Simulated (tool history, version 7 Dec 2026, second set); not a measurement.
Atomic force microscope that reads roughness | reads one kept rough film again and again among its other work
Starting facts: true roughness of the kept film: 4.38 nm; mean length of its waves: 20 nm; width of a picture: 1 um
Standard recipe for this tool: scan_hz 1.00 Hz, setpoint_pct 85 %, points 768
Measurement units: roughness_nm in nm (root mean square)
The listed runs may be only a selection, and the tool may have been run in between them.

{"run": 1, "hour": 0.0, "scan_hz": 1.0, "setpoint_pct": 85, "points": 768, "roughness_nm": 3.11}
{"hour": 5.2, "done": "new tip fitted"}
{"run": 2, "hour": 46.3, "scan_hz": 1.0, "setpoint_pct": 85, "points": 273, "roughness_nm": 3.036}
{"run": 3, "hour": 99.6, "scan_hz": 1.0, "setpoint_pct": 85, "points": 273, "roughness_nm": 2.985}
{"hour": 103.9, "done": "new tip fitted"}
{"run": 4, "hour": 147.1, "scan_hz": 1.0, "setpoint_pct": 85, "points": 768, "roughness_nm": 3.086}
{"hour": 199.1, "done": "new tip fitted"}
{"run": 5, "hour": 205.1, "scan_hz": 1.4, "setpoint_pct": 85, "points": 768, "roughness_nm": 3.02}
{"run": 6, "hour": 264.8, "scan_hz": 1.0, "setpoint_pct": 85, "points": 263, "roughness_nm": 3.011}
{"hour": 294.7, "done": "new tip fitted"}
{"run": 7, "hour": 317.6, "scan_hz": 1.0, "setpoint_pct": 85, "points": 263, "roughness_nm": 3.003}
{"run": 8, "hour": 352.3, "scan_hz": 1.0, "setpoint_pct": 85, "points": 307, "roughness_nm": 3.031}
{"hour": 391.9, "done": "new tip fitted"}
{"run": 9, "hour": 416.6, "scan_hz": 1.0, "setpoint_pct": 85, "points": 307, "roughness_nm": 3.048}
{"run": 10, "hour": 470.3, "scan_hz": 1.0, "setpoint_pct": 85, "points": 307, "roughness_nm": 3.011}
{"hour": 490.3, "done": "new tip fitted"}
{"run": 11, "hour": 505.7, "scan_hz": 1.0, "setpoint_pct": 85, "points": 307, "roughness_nm": 3.014}
{"run": 12, "hour": 534.6, "scan_hz": 1.0, "setpoint_pct": 85, "points": 307, "roughness_nm": 3.016}
{"run": 13, "hour": 573.5, "scan_hz": 1.0, "setpoint_pct": 85, "points": 307, "roughness_nm": 3.029}
{"hour": 588.0, "done": "new tip fitted"}
{"run": 14, "hour": 600.8, "scan_hz": 1.0, "setpoint_pct": 85, "points": 307, "roughness_nm": 3.055}
{"run": 15, "hour": 656.6, "scan_hz": 1.0, "setpoint_pct": 85, "points": 768, "roughness_nm": 3.089}
{"hour": 683.3, "done": "new tip fitted"}
{"run": 16, "hour": 708.7, "scan_hz": 1.0, "setpoint_pct": 85, "points": 768, "roughness_nm": 3.095}
{"run": 17, "hour": 755.6, "scan_hz": 1.0, "setpoint_pct": 85, "points": 768, "roughness_nm": 3.104}
{"hour": 782.0, "done": "new tip fitted"}
{"run": 18, "hour": 796.4, "scan_hz": 1.0, "setpoint_pct": 85, "points": 768, "roughness_nm": 3.102}
{"run": 19, "hour": 857.7, "scan_hz": 1.0, "setpoint_pct": 85, "points": 768, "roughness_nm": 3.112}
{"hour": 877.7, "done": "new tip fitted"}
{"run": 20, "hour": 917.1, "scan_hz": 1.0, "setpoint_pct": 85, "points": 768, "roughness_nm": 3.081}
{"hour": 973.8, "done": "new tip fitted"}
{"run": 21, "hour": 976.7, "scan_hz": 1.0, "setpoint_pct": 67, "points": 768, "roughness_nm": 3.268}
{"run": 22, "hour": 1032.0, "scan_hz": 1.0, "setpoint_pct": 85, "points": 768, "roughness_nm": 3.101}
{"hour": 1071.3, "done": "new tip fitted"}
{"run": 23, "hour": 1075.5, "scan_hz": 1.0, "setpoint_pct": 85, "points": 768, "roughness_nm": 3.099}
{"run": 24, "hour": 1101.2, "scan_hz": 1.88, "setpoint_pct": 85, "points": 768, "roughness_nm": 2.905}
{"run": 25, "hour": 1159.6, "scan_hz": 1.88, "setpoint_pct": 85, "points": 768, "roughness_nm": 2.909}
{"hour": 1168.8, "done": "new tip fitted"}
{"run": 26, "hour": 1205.7, "scan_hz": 1.18, "setpoint_pct": 85, "points": 768, "roughness_nm": 3.084}
{"run": 27, "hour": 1240.7, "scan_hz": 2.19, "setpoint_pct": 75, "points": 269, "roughness_nm": 2.93}
{"hour": 1262.6, "done": "height scale calibrated on a step standard"}
{"hour": 1267.2, "done": "new tip fitted"}
{"run": 28, "hour": 1304.4, "scan_hz": 1.0, "setpoint_pct": 68, "points": 768, "roughness_nm": 3.26}
{"run": 29, "hour": 1338.3, "scan_hz": 1.0, "setpoint_pct": 72, "points": 563, "roughness_nm": 3.197}
{"hour": 1362.6, "done": "new tip fitted"}
{"run": 30, "hour": 1390.5, "scan_hz": 1.0, "setpoint_pct": 79, "points": 603, "roughness_nm": 3.144}
{"run": 31, "hour": 1435.9, "scan_hz": 1.0, "setpoint_pct": 79, "points": 603, "roughness_nm": 3.151}
{"hour": 1460.6, "done": "new tip fitted"}
{"run": 32, "hour": 1470.9, "scan_hz": 1.0, "setpoint_pct": 79, "points": 603, "roughness_nm": 3.162}
{"run": 33, "hour": 1521.9, "scan_hz": 2.02, "setpoint_pct": 82, "points": 366, "roughness_nm": 2.893}
{"hour": 1559.9, "done": "new tip fitted"}
{"run": 34, "hour": 1559.9, "scan_hz": 1.14, "setpoint_pct": 66, "points": 351, "roughness_nm": 3.208}
{"run": 35, "hour": 1595.0, "scan_hz": 1.14, "setpoint_pct": 66, "points": 351, "roughness_nm": 3.176}
{"run": 36, "hour": 1652.7, "scan_hz": 1.14, "setpoint_pct": 66, "points": 351, "roughness_nm": 3.177}
{"hour": 1658.2, "done": "new tip fitted"}
{"run": 37, "hour": 1704.0, "scan_hz": 1.0, "setpoint_pct": 89, "points": 373, "roughness_nm": 3.025}
{"run": 38, "hour": 1744.2, "scan_hz": 1.0, "setpoint_pct": 89, "points": 373, "roughness_nm": 2.999}
{"hour": 1755.1, "done": "new tip fitted"}
{"run": 39, "hour": 1770.4, "scan_hz": 1.0, "setpoint_pct": 89, "points": 373, "roughness_nm": 3.043}
{"run": 40, "hour": 1798.6, "scan_hz": 1.0, "setpoint_pct": 89, "points": 373, "roughness_nm": 3.0}
{"hour": 1851.5, "done": "new tip fitted"}
{"run": 41, "hour": 1858.8, "scan_hz": 1.78, "setpoint_pct": 70, "points": 969, "roughness_nm": 3.175}
{"run": 42, "hour": 1916.8, "scan_hz": 1.78, "setpoint_pct": 70, "points": 969, "roughness_nm": 3.138}
{"hour": 1947.7, "done": "new tip fitted"}
{"run": 43, "hour": 1947.7, "scan_hz": 0.91, "setpoint_pct": 85, "points": 439, "roughness_nm": 3.112}
{"run": 44, "hour": 1999.0, "scan_hz": 0.91, "setpoint_pct": 85, "points": 753, "roughness_nm": 3.115}
{"run": 45, "hour": 2025.8, "scan_hz": 2.0, "setpoint_pct": 85, "points": 642, "roughness_nm": 2.893}
{"hour": 2045.2, "done": "new tip fitted"}
{"run": 46, "hour": 2060.0, "scan_hz": 2.46, "setpoint_pct": 85, "points": 529, "roughness_nm": 2.787}
{"run": 47, "hour": 2122.8, "scan_hz": 2.46, "setpoint_pct": 88, "points": 275, "roughness_nm": 2.681}
{"hour": 2141.2, "done": "new tip fitted"}
{"run": 48, "hour": 2184.0, "scan_hz": 2.46, "setpoint_pct": 88, "points": 275, "roughness_nm": 2.68}
{"run": 49, "hour": 2224.4, "scan_hz": 0.53, "setpoint_pct": 60, "points": 322, "roughness_nm": 3.229}
{"hour": 2240.1, "done": "new tip fitted"}
{"run": 50, "hour": 2286.7, "scan_hz": 0.53, "setpoint_pct": 60, "points": 322, "roughness_nm": 3.222}
{"run": 51, "hour": 2319.4, "scan_hz": 0.53, "setpoint_pct": 60, "points": 322, "roughness_nm": 3.217}

For each run, the measured value with the value that run would have given without the tool's hidden condition subtracted. The run-to-run variation is shared by both, the gauge scatter possibly not:
The tool's hidden condition here consists of: radius of the tip, nm; height scale over the true one, %; drift of the gauge itself on roughness_nm, %.
run=1 roughness_nm=-0.015
run=2 roughness_nm=-0.008
run=3 roughness_nm=-0.016
run=4 roughness_nm=-0.008
run=5 roughness_nm=-0.001
run=6 roughness_nm=-0.011
run=7 roughness_nm=-0.003
run=8 roughness_nm=-0.010
run=9 roughness_nm=-0.004
run=10 roughness_nm=-0.013
run=11 roughness_nm=-0.003
run=12 roughness_nm=-0.009
run=13 roughness_nm=-0.016
run=14 roughness_nm=-0.002
run=15 roughness_nm=-0.012
run=16 roughness_nm=-0.005
run=17 roughness_nm=-0.012
run=18 roughness_nm=-0.003
run=19 roughness_nm=-0.013
run=20 roughness_nm=-0.008
run=21 roughness_nm=+0.000
run=22 roughness_nm=-0.009
run=23 roughness_nm=+0.000
run=24 roughness_nm=-0.004
run=25 roughness_nm=-0.015
run=26 roughness_nm=-0.007
run=27 roughness_nm=-0.013
run=28 roughness_nm=-0.007
run=29 roughness_nm=-0.013
run=30 roughness_nm=-0.005
run=31 roughness_nm=-0.013
run=32 roughness_nm=-0.001
run=33 roughness_nm=-0.009
run=34 roughness_nm=+0.000
run=35 roughness_nm=-0.006
run=36 roughness_nm=-0.017
run=37 roughness_nm=-0.009
run=38 roughness_nm=-0.016
run=39 roughness_nm=-0.002
run=40 roughness_nm=-0.007
run=41 roughness_nm=-0.001
run=42 roughness_nm=-0.012
run=43 roughness_nm=+0.000
run=44 roughness_nm=-0.009
run=45 roughness_nm=-0.013
run=46 roughness_nm=-0.003
run=47 roughness_nm=-0.012
run=48 roughness_nm=-0.006
run=49 roughness_nm=-0.015
run=50 roughness_nm=-0.009
run=51 roughness_nm=-0.016

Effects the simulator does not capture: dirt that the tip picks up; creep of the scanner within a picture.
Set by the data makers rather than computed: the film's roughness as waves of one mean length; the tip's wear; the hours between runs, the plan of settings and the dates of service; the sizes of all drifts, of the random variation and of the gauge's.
